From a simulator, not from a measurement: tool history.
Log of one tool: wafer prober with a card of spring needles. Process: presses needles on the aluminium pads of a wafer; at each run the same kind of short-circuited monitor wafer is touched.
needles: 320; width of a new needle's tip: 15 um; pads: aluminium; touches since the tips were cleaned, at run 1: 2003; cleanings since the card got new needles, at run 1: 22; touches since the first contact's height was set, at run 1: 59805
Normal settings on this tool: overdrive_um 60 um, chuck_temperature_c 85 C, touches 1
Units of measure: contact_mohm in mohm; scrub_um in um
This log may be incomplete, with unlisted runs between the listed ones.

run	hour	overdrive_um	chuck_temperature_c	touches	touches since the tips were cleaned	cleanings since the card got new needles	touches since the first contact's height was set	contact_mohm	scrub_um
1	0	60	85	1	2003	22	59805	296	15.45
# hour 5: height of the first contact set anew
# hour 7.5: tips cleaned on abrasive film
# hour 18.2: tips cleaned on abrasive film
# hour 28.7: tips cleaned on abrasive film
2	28.7	41	85	1	0	25	17445	294	10.46
# hour 40.6: tips cleaned on abrasive film
# hour 51.3: tips cleaned on abrasive film
3	57.1	41	85	1	4312	27	38395	315	10.4
# hour 61.2: tips cleaned on abrasive film
# hour 71.1: tips cleaned on abrasive film
# hour 82.6: tips cleaned on abrasive film
# hour 91.4: height of the first contact set anew
# hour 93.1: tips cleaned on abrasive film
4	93.1	60	85	3	0	31	1189	284	15.58
# hour 103.1: tips cleaned on abrasive film
5	110.1	60	85	3	5213	32	13729	289	15.54
# hour 113.7: tips cleaned on abrasive film
# hour 125.2: tips cleaned on abrasive film
# hour 135.7: tips cleaned on abrasive film
6	142.7	44	85	1	5213	35	37816	320	11.35
# hour 147.2: tips cleaned on abrasive film
# hour 153.8: height of the first contact set anew, once more
# hour 157.6: tips cleaned on abrasive film
# hour 168.8: tips cleaned on abrasive film
7	178	47	91	2	6785	38	17831	303	12.16
# hour 180.4: tips cleaned on abrasive film
# hour 192.3: tips cleaned on abrasive film
8	194.6	47	37	2	1759	40	30098	283	12.11
# hour 201.8: tips cleaned on abrasive film
# hour 212.2: tips cleaned on abrasive film
9	216.7	42	96	2	3330	42	46366	312	10.8
# hour 223.6: tips cleaned on abrasive film
# hour 235.2: tips cleaned on abrasive film
10	235.9	70	85	1	515	44	60514	287	18.01
# hour 239.6: height of the first contact set anew
# hour 245.8: tips cleaned on abrasive film
# hour 256.8: tips cleaned on abrasive film
11	260.5	70	85	1	2746	46	15480	292	18.16

Predict each of these 5 candidate next runs independently; none follows another, all start after run 11:
# hour 267.7: tips cleaned on abrasive film
# hour 277.2: tips cleaned on abrasive film
# hour 287.9: tips cleaned on abrasive film
A	287.9	48	110	1	0	49	35630	?	?
# hour 267.7: tips cleaned on abrasive film
# hour 277.2: tips cleaned on abrasive film
# hour 287.9: tips cleaned on abrasive film
B	287.9	46	27	2	0	49	35630	?	?
# hour 267.7: tips cleaned on abrasive film
# hour 277.2: tips cleaned on abrasive film
# hour 287.9: tips cleaned on abrasive film
C	287.9	42	27	1	0	49	35630	?	?
# hour 267.7: tips cleaned on abrasive film
# hour 277.2: tips cleaned on abrasive film
# hour 287.9: tips cleaned on abrasive film
D	287.9	49	63	2	0	49	35630	?	?
# hour 267.7: tips cleaned on abrasive film
# hour 277.2: tips cleaned on abrasive film
# hour 287.9: tips cleaned on abrasive film
E	287.9	54	44	1	0	49	35630	?	?

run	contact_mohm	scrub_um
A	296	12.38
B	271	11.85
C	280	10.81
D	278	12.66
E	274	13.92
Had the tool no hidden state, the same runs would have come out as:
run	contact_mohm	scrub_um
A	292	12.46
B	268	11.94
C	275	10.9
D	275	12.75
E	271	14
